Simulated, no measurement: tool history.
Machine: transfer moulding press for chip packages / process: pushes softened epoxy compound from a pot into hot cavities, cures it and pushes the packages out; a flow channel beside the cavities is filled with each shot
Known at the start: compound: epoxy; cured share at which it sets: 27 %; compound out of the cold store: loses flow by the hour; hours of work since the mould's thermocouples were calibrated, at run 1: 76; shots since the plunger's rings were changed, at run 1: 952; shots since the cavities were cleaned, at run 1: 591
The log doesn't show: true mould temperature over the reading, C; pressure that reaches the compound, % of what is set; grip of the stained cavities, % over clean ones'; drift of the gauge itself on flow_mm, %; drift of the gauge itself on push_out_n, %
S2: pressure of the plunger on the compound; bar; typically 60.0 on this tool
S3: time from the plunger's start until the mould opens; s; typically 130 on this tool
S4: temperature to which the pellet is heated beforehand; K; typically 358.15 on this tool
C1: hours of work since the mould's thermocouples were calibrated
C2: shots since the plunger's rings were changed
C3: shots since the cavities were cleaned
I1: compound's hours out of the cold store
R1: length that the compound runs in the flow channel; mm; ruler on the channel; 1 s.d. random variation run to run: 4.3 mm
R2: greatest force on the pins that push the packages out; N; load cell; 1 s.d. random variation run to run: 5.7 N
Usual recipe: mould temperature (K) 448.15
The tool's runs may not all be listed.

Run 1, hour 0.0: usual settings; C1 76; C2 952; C3 591; I1 32.6. Result: R1 522 mm, R2 356 N.
Run 2, hour 5.4: usual settings but mould temperature (K) 447.15; C1 79; C2 1003; C3 642; I1 8.6. Result: R1 632 mm, R2 438 N.
Run 3, hour 10.4: usual settings but mould temperature (K) 447.15; C1 83; C2 1051; C3 690; I1 27.5. Result: R1 547 mm, R2 412 N.
Run 4, hour 17.6: usual settings; C1 87; C2 1120; C3 759; I1 36.1. Result: R1 517 mm, R2 384 N.
Run 5, hour 25.7: usual settings; C1 93; C2 1197; C3 836; I1 35.3. Result: R1 518 mm, R2 399 N.
Run 6, hour 34.4: usual settings but mould temperature (K) 454.15; C1 98; C2 1280; C3 919; I1 39.2. Result: R1 486 mm, R2 337 N.
Run 7, hour 39.6: usual settings but mould temperature (K) 454.15; C1 102; C2 1329; C3 968; I1 41.2. Result: R1 487 mm, R2 316 N.
Run 8, hour 46.3: usual settings but mould temperature (K) 454.15; C1 106; C2 1394; C3 1033; I1 26.6. Result: R1 530 mm, R2 349 N.
Run 9, hour 52.8: usual settings but mould temperature (K) 454.15; C1 110; C2 1455; C3 1094; I1 26.0. Result: R1 536 mm, R2 339 N.
At hour 60.1: cavities cleaned with cleaning compound and waxed.
Run 10, hour 62.2: usual settings but S3 134 s; C1 116; C2 1531; C3 20; I1 26.5. Result: R1 536 mm, R2 208 N.
Run 11, hour 69.9: usual settings; C1 121; C2 1605; C3 94; I1 13.0. Result: R1 590 mm, R2 267 N.
Run 12, hour 74.4: usual settings but S2 63.7 bar; C1 124; C2 1648; C3 137; I1 32.2. Result: R1 539 mm, R2 271 N.
Run 13, hour 79.2: usual settings but S4 357.15 K; C1 127; C2 1693; C3 182; I1 25.9. Result: R1 545 mm, R2 296 N.
Run 14, hour 86.0: usual settings but S4 357.15 K; C1 131; C2 1759; C3 248; I1 46.9. Result: R1 469 mm, R2 295 N.
Run 15, hour 94.5: usual settings but S4 357.15 K; C1 137; C2 1839; C3 328; I1 18.5. Result: R1 577 mm, R2 331 N.
Run 16, hour 98.4: usual settings but S3 167 s, S4 366.15 K; C1 139; C2 1877; C3 366; I1 42.1. Result: R1 489 mm, R2 259 N.
Run 17, hour 106.1: usual settings but mould temperature (K) 443.15, S2 69.9 bar, S3 122 s; C1 144; C2 1951; C3 440; I1 21.1. Result: R1 619 mm, R2 619 N.
Run 18, hour 112.6: usual settings but mould temperature (K) 443.15, S2 69.9 bar, S3 122 s; C1 149; C2 2012; C3 501; I1 40.7. Result: R1 551 mm, R2 590 N.
Run 19, hour 118.6: usual settings but mould temperature (K) 450.15; C1 153; C2 2070; C3 559; I1 13.9. Result: R1 582 mm, R2 353 N.
Run 20, hour 126.2: usual settings but mould temperature (K) 450.15; C1 158; C2 2142; C3 631; I1 30.2. Result: R1 515 mm, R2 347 N.
Run 21, hour 132.7: usual settings but mould temperature (K) 450.15; C1 162; C2 2204; C3 693; I1 25.6. Result: R1 541 mm, R2 361 N.
Run 22, hour 138.8: usual settings but mould temperature (K) 450.15; C1 166; C2 2262; C3 751; I1 10.0. Result: R1 596 mm, R2 379 N.
Run 23, hour 146.9: usual settings but mould temperature (K) 450.15; C1 171; C2 2340; C3 829; I1 44.3. Result: R1 471 mm, R2 360 N.
Run 24, hour 153.8: usual settings but mould temperature (K) 450.15; C1 176; C2 2406; C3 895; I1 32.9. Result: R1 506 mm, R2 383 N.
Run 25, hour 159.1: usual settings but mould temperature (K) 450.15; C1 179; C2 2456; C3 945; I1 31.9. Result: R1 508 mm, R2 386 N.
Run 26, hour 163.6: usual settings but mould temperature (K) 441.15, S2 57.5 bar, S3 164 s, S4 349.15 K; C1 182; C2 2499; C3 988; I1 42.9. Result: R1 486 mm, R2 436 N.
Run 27, hour 168.1: usual settings but mould temperature (K) 441.15, S2 57.5 bar, S3 164 s, S4 349.15 K; C1 185; C2 2543; C3 1032; I1 10.8. Result: R1 610 mm, R2 498 N.
Run 28, hour 172.4: usual settings but mould temperature (K) 455.15, S2 51.6 bar, S3 148 s; C1 188; C2 2584; C3 1073; I1 38.3. Result: R1 443 mm, R2 325 N.
Run 29, hour 179.2: usual settings but mould temperature (K) 447.15, S2 53.0 bar, S3 114 s; C1 192; C2 2648; C3 1137; I1 23.4. Result: R1 515 mm, R2 632 N.

Alternative continuations, all from the tool just after run 29; predict every row:
At hour 182.1: cavities cleaned with cleaning compound and waxed.
Run A, hour 185.0: usual settings but S2 54.3 bar; C1 195; C2 2689; C3 27; I1 21.3. Result: R1 ?, R2 ?.
At hour 182.1: cavities cleaned with cleaning compound and waxed.
Run B, hour 185.0: usual settings but S2 47.0 bar, S3 141 s, S4 354.15 K; C1 195; C2 2689; C3 27; I1 10.7. Result: R1 ?, R2 ?.
At hour 182.1: cavities cleaned with cleaning compound and waxed.
Run C, hour 185.0: usual settings but mould temperature (K) 447.15, S2 51.1 bar, S4 366.15 K; C1 195; C2 2689; C3 27; I1 29.1. Result: R1 ?, R2 ?.
At hour 182.1: cavities cleaned with cleaning compound and waxed.
Run D, hour 185.0: usual settings but mould temperature (K) 454.15, S2 61.1 bar, S3 154 s; C1 195; C2 2689; C3 27; I1 10.4. Result: R1 ?, R2 ?.

run   R1   R2
  A  527  224
  B  524  205
  C  489  234
  D  582  163
With no hidden state in the tool, these same runs would have given:
run   R1   R2
  A  555  201
  B  553  185
  C  515  210
  D  614  153

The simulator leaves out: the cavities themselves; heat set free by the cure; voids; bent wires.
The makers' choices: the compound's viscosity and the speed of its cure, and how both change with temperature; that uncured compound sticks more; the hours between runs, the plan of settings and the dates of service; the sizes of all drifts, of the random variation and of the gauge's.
